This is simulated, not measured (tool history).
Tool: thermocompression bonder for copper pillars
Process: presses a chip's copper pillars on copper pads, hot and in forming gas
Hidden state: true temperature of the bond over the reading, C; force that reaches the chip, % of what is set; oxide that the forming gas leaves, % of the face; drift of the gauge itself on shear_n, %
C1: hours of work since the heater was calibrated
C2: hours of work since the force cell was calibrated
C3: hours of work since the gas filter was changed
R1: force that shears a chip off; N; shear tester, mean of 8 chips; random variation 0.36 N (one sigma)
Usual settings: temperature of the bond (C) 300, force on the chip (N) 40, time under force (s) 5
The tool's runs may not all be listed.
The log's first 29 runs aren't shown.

{"hour": 1058.2, "done": "heater calibrated with a thermocouple chip, once more"}
{"run": 30, "hour": 1101.4, "temperature of the bond (C)": 300, "force on the chip (N)": 38, "time under force (s)": 11, "C1": 21, "C2": 894, "C3": 187, "R1": 99.2}
{"run": 31, "hour": 1133.2, "temperature of the bond (C)": 300, "force on the chip (N)": 55, "time under force (s)": 7, "C1": 36, "C2": 909, "C3": 202, "R1": 103.1}
{"run": 32, "hour": 1167.0, "temperature of the bond (C)": 295, "force on the chip (N)": 37, "time under force (s)": 12, "C1": 53, "C2": 926, "C3": 218, "R1": 97.7}
{"run": 33, "hour": 1210.6, "temperature of the bond (C)": 300, "force on the chip (N)": 44, "time under force (s)": 10, "C1": 74, "C2": 947, "C3": 239, "R1": 102.6}
{"run": 34, "hour": 1263.6, "temperature of the bond (C)": 288, "force on the chip (N)": 39, "time under force (s)": 5, "C1": 99, "C2": 973, "C3": 265, "R1": 75.5}
{"run": 35, "hour": 1302.0, "temperature of the bond (C)": 288, "force on the chip (N)": 39, "time under force (s)": 5, "C1": 118, "C2": 991, "C3": 284, "R1": 75.6}
{"run": 36, "hour": 1343.5, "temperature of the bond (C)": 315, "force on the chip (N)": 40, "time under force (s)": 10, "C1": 138, "C2": 1011, "C3": 304, "R1": 106.5}
{"run": 37, "hour": 1382.9, "temperature of the bond (C)": 288, "force on the chip (N)": 36, "time under force (s)": 10, "C1": 157, "C2": 1030, "C3": 323, "R1": 87.8}
{"run": 38, "hour": 1412.7, "temperature of the bond (C)": 288, "force on the chip (N)": 36, "time under force (s)": 10, "C1": 171, "C2": 1045, "C3": 337, "R1": 88.6}
{"run": 39, "hour": 1454.9, "temperature of the bond (C)": 288, "force on the chip (N)": 36, "time under force (s)": 10, "C1": 192, "C2": 1065, "C3": 358, "R1": 87.8}
{"run": 40, "hour": 1491.9, "temperature of the bond (C)": 301, "force on the chip (N)": 45, "time under force (s)": 7, "C1": 210, "C2": 1083, "C3": 375, "R1": 97.1}
{"run": 41, "hour": 1542.4, "temperature of the bond (C)": 301, "force on the chip (N)": 25, "time under force (s)": 12, "C1": 234, "C2": 1107, "C3": 400, "R1": 85.7}

Forecast each of these 3 alternatives for the next run:
{"run": "A", "hour": 1575.2, "temperature of the bond (C)": 303, "force on the chip (N)": 33, "time under force (s)": 6, "C1": 250, "C2": 1123, "C3": 416, "R1": "?"}
{"run": "B", "hour": 1575.2, "temperature of the bond (C)": 278, "force on the chip (N)": 26, "time under force (s)": 3, "C1": 250, "C2": 1123, "C3": 416, "R1": "?"}
{"run": "C", "hour": 1575.2, "temperature of the bond (C)": 300, "force on the chip (N)": 40, "time under force (s)": 4, "C1": 250, "C2": 1123, "C3": 416, "R1": "?"}

run=A R1=81.8
run=B R1=45.1
run=C R1=79.7
Without the tool's hidden state the same runs would have given:
run=A R1=81.0
run=B R1=43.8
run=C R1=78.7
